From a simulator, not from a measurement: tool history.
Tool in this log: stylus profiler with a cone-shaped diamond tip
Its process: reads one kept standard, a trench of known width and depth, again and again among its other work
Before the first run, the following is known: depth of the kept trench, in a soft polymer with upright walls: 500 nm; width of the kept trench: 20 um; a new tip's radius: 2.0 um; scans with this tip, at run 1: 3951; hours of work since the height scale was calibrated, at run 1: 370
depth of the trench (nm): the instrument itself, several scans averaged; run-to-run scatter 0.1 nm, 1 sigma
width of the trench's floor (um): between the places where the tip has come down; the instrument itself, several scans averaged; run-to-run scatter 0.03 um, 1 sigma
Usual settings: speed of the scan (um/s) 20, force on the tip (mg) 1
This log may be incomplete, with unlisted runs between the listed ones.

run,hour,speed of the scan (um/s),force on the tip (mg),scans with this tip,hours of work since the height scale was calibrated,depth of the trench (nm),width of the trench's floor (um)
1,0,20,1,3951,370,504.11,16.97
2,47.9,20,1,4319,405,503.86,16.95
3,121.6,11,1,4884,458,503.9,16.96
4,179.5,11,1,5329,499,504,16.94
5,247.4,11,1,5850,548,503.65,16.95
6,298.2,23,1,6240,585,503.68,16.79
7,353.8,67,1,6666,625,503.8,16.53
8,396.5,20,1,6994,655,503.65,16.76
9,478.7,20,1,7625,714,503.65,16.73
10,521.6,20,1,7954,745,503.45,16.71
11,581.6,20,1,8414,788,503.52,16.74
12,674.2,20,1,9125,855,503.4,16.71
13,743.4,20,1,9656,905,503.46,16.63
14,804,20,1,10121,948,503.3,16.57
15,859.2,20,1.19,10545,988,503.85,16.53
# hour 866.9: height scale calibrated on a step standard
16,900.4,20,1.19,10857,24,502.91,16.63
17,966.4,20,1.19,11363,72,503.09,16.56
18,1024.3,20,1.16,11808,113,502.72,16.52
19,1076,8,1.38,12204,150,503.22,16.56
20,1147.6,15,0.88,12754,202,501.83,16.53
# hour 1159.3: height scale calibrated on a step standard, once more
21,1229.8,15,0.88,13381,51,504.06,16.43
22,1279.4,10,1.43,13761,86,505.56,16.36
23,1339.5,9,2.92,14223,130,509.08,16.45
24,1396.2,19,0.44,14658,170,502.51,16.3
25,1465.3,19,0.44,15188,220,502.36,16.3
26,1519.9,19,0.44,15607,259,502.16,16.27
27,1563.3,19,0.44,15940,290,502.25,16.16
28,1627.2,10,0.67,16431,336,502.96,16.26
29,1704.7,15,1.36,17025,392,505.05,16.29
30,1752.2,15,1.36,17390,426,504.86,16.24
31,1810.5,16,2.53,17837,468,507.75,16.21
32,1852.9,10,0.63,18162,499,502.7,16.27
33,1940.5,28,1.65,18834,562,505.55,16.16
34,2033.1,22,0.51,19545,628,502.19,16.04

What if the next run were any one of these 4? Each begins from the tool's condition after run 34:
A,2101.5,45,0.4,20070,677,?,?
B,2101.5,33,0.45,20070,677,?,?
C,2101.5,17,1.73,20070,677,?,?
D,2101.5,41,2.75,20070,677,?,?

run,depth of the trench (nm),width of the trench's floor (um)
A,501.49,15.78
B,501.81,15.88
C,505.75,16.1
D,507.78,16.05
With no hidden state in the tool, these same runs would have given:
run,depth of the trench (nm),width of the trench's floor (um)
A,502.39,16.96
B,502.7,17.05
C,506.64,17.27
D,508.68,17.22
